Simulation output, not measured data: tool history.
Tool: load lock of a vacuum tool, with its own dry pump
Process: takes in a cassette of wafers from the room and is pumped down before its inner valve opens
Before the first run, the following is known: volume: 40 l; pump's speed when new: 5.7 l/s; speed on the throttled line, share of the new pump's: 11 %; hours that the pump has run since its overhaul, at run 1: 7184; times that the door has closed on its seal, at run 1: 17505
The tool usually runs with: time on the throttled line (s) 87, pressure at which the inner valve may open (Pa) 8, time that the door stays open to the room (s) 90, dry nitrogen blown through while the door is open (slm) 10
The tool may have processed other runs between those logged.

| run | day | time on the throttled line (s) | pressure at which the inner valve may open (Pa) | time that the door stays open to the room (s) | dry nitrogen blown through while the door is open (slm) | hours that the pump has run since its overhaul | times that the door has closed on its seal | incoming humidity of the room's air, % | time from the closed door until the inner valve may open (s) | rise of the pressure with all valves shut (Pa/min) |
|---|---|---|---|---|---|---|---|---|---|---|
| 1 | 0 | 87 | 8 | 90 | 10 | 7184 | 17505 | 41.7 | 148.4 | 0.169 |
| 2 | 6.725 | 87 | 8 | 90 | 10 | 7346 | 17921 | 45.1 | 147.9 | 0.183 |
| 3 | 11.933 | 87 | 8 | 90 | 10 | 7471 | 18243 | 43.2 | 148.3 | 0.185 |
| 4 | 19.004 | 150 | 8 | 90 | 10 | 7641 | 18680 | 45.6 | 205.1 | 0.183 |
| 5 | 26.142 | 150 | 8 | 90 | 10 | 7812 | 19121 | 44.5 | 204.6 | 0.185 |
| 6 | 32.804 | 150 | 8 | 90 | 10 | 7972 | 19532 | 47.4 | 203.8 | 0.197 |
| 7 | 36.375 | 150 | 8 | 90 | 10 | 8057 | 19753 | 46.6 | 204.7 | 0.199 |
| 8 | 40.029 | 87 | 8 | 90 | 10 | 8145 | 19979 | 44.9 | 149.9 | 0.2 |
| 9 | 46.967 | 87 | 8 | 90 | 10 | 8312 | 20407 | 41.4 | 147.6 | 0.196 |
| 10 | 55.033 | 87 | 8 | 90 | 10 | 8505 | 20906 | 46.1 | 150.2 | 0.21 |
| 11 | 60.296 | 87 | 8 | 90 | 10 | 8631 | 21231 | 44.3 | 150 | 0.211 |
| 12 | 68.175 | 87 | 8 | 90 | 10 | 8821 | 21718 | 43.7 | 146.9 | 0.209 |
| 13 | 72.554 | 87 | 8 | 90 | 10 | 8926 | 21988 | 44.8 | 148.4 | 0.209 |
| 14 | 78.042 | 87 | 8 | 90 | 7 | 9057 | 22327 | 45.6 | 149.5 | 0.229 |
| 15 | 86.35 | 87 | 8 | 90 | 7 | 9257 | 22841 | 45.7 | 149.8 | 0.235 |
| 16 | 94.754 | 87 | 8 | 90 | 7 | 9458 | 23360 | 44.8 | 151.8 | 0.243 |
| 17 | 98.458 | 60 | 7 | 70 | 13 | 9547 | 23589 | 47.8 | 129.2 | 0.228 |
| 18 | 102.317 | 87 | 12 | 63 | 10 | 9640 | 23827 | 44.9 | 146.5 | 0.232 |
| 19 | 107.954 | 87 | 10 | 32 | 14 | 9775 | 24176 | 44.8 | 148.5 | 0.208 |
| 20 | 112.321 | 87 | 7 | 90 | 18 | 9880 | 24446 | 44.8 | 152.9 | 0.234 |
| 21 | 117.892 | 87 | 7 | 90 | 18 | 10014 | 24790 | 45.6 | 151.8 | 0.236 |
| 22 | 121.829 | 87 | 12 | 90 | 4 | 10108 | 25033 | 44.1 | 144.9 | 0.267 |
| 23 | 126.888 | 87 | 12 | 90 | 4 | 10230 | 25346 | 43.6 | 147.2 | 0.272 |

Predict each of these 4 candidate next runs independently; none follows another, all start after run 23:
| A | 133.825 | 174 | 12 | 130 | 5 | 10396 | 25774 | 44.3 | ? | ? |
| B | 133.825 | 157 | 8 | 90 | 4 | 10396 | 25774 | 46 | ? | ? |
| C | 133.825 | 79 | 8 | 90 | 10 | 10396 | 25774 | 41.8 | ? | ? |
| D | 133.825 | 75 | 12 | 90 | 4 | 10396 | 25774 | 45.2 | ? | ? |

| run | time from the closed door until the inner valve may open (s) | rise of the pressure with all valves shut (Pa/min) |
|---|---|---|
| A | 222.8 | 0.284 |
| B | 211.3 | 0.273 |
| C | 143.7 | 0.255 |
| D | 136 | 0.27 |
With the hidden condition removed and each run's random variation left untouched, the same runs would have given:
| run | time from the closed door until the inner valve may open (s) | rise of the pressure with all valves shut (Pa/min) |
|---|---|---|
| A | 217.6 | 0.091 |
| B | 205.6 | 0.081 |
| C | 137.1 | 0.061 |
| D | 129.6 | 0.079 |

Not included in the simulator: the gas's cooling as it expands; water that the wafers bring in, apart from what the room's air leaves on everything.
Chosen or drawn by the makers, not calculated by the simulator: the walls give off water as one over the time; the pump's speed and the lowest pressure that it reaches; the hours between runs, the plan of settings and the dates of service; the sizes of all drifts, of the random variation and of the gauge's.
